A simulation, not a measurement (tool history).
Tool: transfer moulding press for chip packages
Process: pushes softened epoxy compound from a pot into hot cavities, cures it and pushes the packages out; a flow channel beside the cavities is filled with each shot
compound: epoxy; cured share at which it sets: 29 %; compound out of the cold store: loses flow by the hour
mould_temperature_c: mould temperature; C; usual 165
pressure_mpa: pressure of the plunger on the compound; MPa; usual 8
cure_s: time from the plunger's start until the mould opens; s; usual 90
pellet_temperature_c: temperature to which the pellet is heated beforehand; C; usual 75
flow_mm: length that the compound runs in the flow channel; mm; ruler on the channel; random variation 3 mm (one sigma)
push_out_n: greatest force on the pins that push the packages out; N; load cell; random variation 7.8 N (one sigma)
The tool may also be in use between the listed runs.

run,day,mould_temperature_c,pressure_mpa,cure_s,pellet_temperature_c,incoming compound's hours out of the cold store,flow_mm,push_out_n
1,0,165,8,90,75,9.7,525,553
# day 0.588: cavities cleaned with cleaning compound and waxed
2,1.046,165,8,90,75,45,432,374
# day 1.475: plunger's sealing rings changed
3,2.917,165,8,90,75,31.6,484,521
# day 3.5: cavities cleaned with cleaning compound and waxed
4,4.821,165,8,90,75,23.2,502,463
5,6.067,165,8,90,83,13.4,534,531
# day 6.279: cavities cleaned with cleaning compound and waxed
6,7.267,165,8,90,83,13,523,442
7,8.533,165,8,90,83,25.2,487,526
# day 9.046: cavities cleaned with cleaning compound and waxed
8,9.583,165,8,90,83,19.3,505,383
9,11.25,165,6.52,90,75,8.6,480,521
# day 11.829: cavities cleaned with cleaning compound and waxed
10,12.317,165,7.57,90,75,14,506,384
11,13.746,165,7.57,90,75,12.3,508,530
# day 14.517: cavities cleaned with cleaning compound and waxed
12,14.583,165,7.57,90,75,17.3,488,350
13,16.271,165,7.57,90,75,42.1,420,480
# day 17.288: cavities cleaned with cleaning compound and waxed
14,17.975,165,7.57,90,75,42.3,420,390
15,19.492,169,6.49,103,67,27.1,418,446
# day 19.725: plunger's sealing rings changed
# day 20.071: cavities cleaned with cleaning compound and waxed
16,20.929,166,8.71,90,75,39.7,471,385
# day 22.767: cavities cleaned with cleaning compound and waxed
17,22.767,158,8.71,90,80,21.3,548,511
18,23.788,158,8.71,90,80,43.4,485,618
19,24.821,165,9.13,92,75,32.5,500,472
# day 25.475: cavities cleaned with cleaning compound and waxed
20,25.95,165,9.13,92,75,21.9,535,368
21,27.496,165,7.05,90,75,16.8,478,500
# day 28.146: cavities cleaned with cleaning compound and waxed
22,28.483,171,8.88,107,73,12.5,536,311
23,29.938,171,8.88,107,73,28.5,481,441
# day 30.812: cavities cleaned with cleaning compound and waxed
24,31.229,165,7.85,107,79,36.1,447,322
25,32.142,165,7.85,107,79,36.5,445,395
26,33.383,166,9.28,92,69,13.9,542,519
# day 33.596: cavities cleaned with cleaning compound and waxed
27,34.233,173,8,90,75,26.7,452,338

5 ways to go on from here, each from the tool as it stands after run 27. What would each give?
A,35.712,173,8,89,75,37.8,?,?
B,35.712,165,8.37,90,71,21.8,?,?
C,35.712,159,6.91,97,75,32.5,?,?
D,35.712,170,8.44,90,77,40.2,?,?
E,35.712,165,8,90,82,46.9,?,?

run,flow_mm,push_out_n
A,425,425
B,492,477
C,434,587
D,437,433
E,414,480
Without the tool's hidden state the same runs would have given:
run,flow_mm,push_out_n
A,451,266
B,522,305
C,461,378
D,464,271
E,439,304

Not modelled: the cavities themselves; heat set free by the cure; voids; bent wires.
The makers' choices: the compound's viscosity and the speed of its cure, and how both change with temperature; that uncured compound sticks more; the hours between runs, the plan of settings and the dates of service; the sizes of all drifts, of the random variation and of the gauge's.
